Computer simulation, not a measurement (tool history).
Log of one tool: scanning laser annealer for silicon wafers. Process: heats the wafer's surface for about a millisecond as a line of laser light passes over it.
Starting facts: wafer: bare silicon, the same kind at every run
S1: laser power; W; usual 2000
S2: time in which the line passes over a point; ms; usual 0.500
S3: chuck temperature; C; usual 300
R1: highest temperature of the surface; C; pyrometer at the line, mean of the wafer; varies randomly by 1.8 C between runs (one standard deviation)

run   hour    S1     S2   S3    R1
  1    0.0  2000  0.500  300   995
  2   10.0  2162  0.500  300  1061
  3   17.0  2162  0.500  300  1060
  4   26.4  2000  0.500  300   996
  5   40.3  2143  0.500  300  1052
  6   56.6  1706  0.500  300   880
  7   69.6  2000  0.462  300   969
  8   84.5  2000  0.371  300   903
  9   95.8  1801  0.500  300   917
 10  108.6  2000  0.590  300  1047
 11  117.8  2000  0.577  300  1043
 12  126.7  2000  0.493  300   987
 13  134.8  2000  0.500  300   990
 14  144.9  2000  0.500  300   993
 15  155.5  2000  0.500  300   994
 16  164.4  2000  0.500  300   993
 17  171.3  2000  0.500  300   992
 18  182.2  2000  0.500  300   991
 19  193.8  2000  0.500  300   993
 20  209.9  2000  0.500  300   988
 21  222.6  1880  0.471  275   902
 22  238.0  1988  0.471  275   939
 23  247.8  1988  0.471  275   941
 24  260.5  1988  0.471  275   942
 25  276.8  1704  0.614  269   903
 26  285.5  1704  0.555  269   872
 27  293.6  2149  0.591  322  1134
 28  302.8  2149  0.506  284  1039
 29  316.8  1867  0.553  284   949
 30  330.7  1867  0.553  284   952
 31  339.8  1867  0.553  284   953
 32  349.7  2019  0.481  284   965
 33  362.7  1791  0.459  298   883
 34  373.3  1791  0.459  298   881
 35  380.2  1791  0.459  298   876
 36  392.8  1791  0.459  298   880
 37  399.8  1791  0.607  317   979
 38  410.6  2000  0.619  295  1055

What would each run have given without the hidden state, its run-to-run variation left as it was?
Unlogged tool condition in this case: light that passes the window, % of a clean one's; laser's true power over the reading, %; width of the line over the set one, %; drift of the gauge itself on peak_c, C.
run    R1
  1  1014
  2  1082
  3  1081
  4  1015
  5  1073
  6   897
  7   988
  8   921
  9   935
 10  1069
 11  1066
 12  1008
 13  1011
 14  1015
 15  1015
 16  1015
 17  1014
 18  1014
 19  1015
 20  1011
 21   923
 22   962
 23   964
 24   965
 25   925
 26   893
 27  1163
 28  1066
 29   973
 30   976
 31   978
 32   991
 33   905
 34   903
 35   899
 36   903
 37  1005
 38  1084

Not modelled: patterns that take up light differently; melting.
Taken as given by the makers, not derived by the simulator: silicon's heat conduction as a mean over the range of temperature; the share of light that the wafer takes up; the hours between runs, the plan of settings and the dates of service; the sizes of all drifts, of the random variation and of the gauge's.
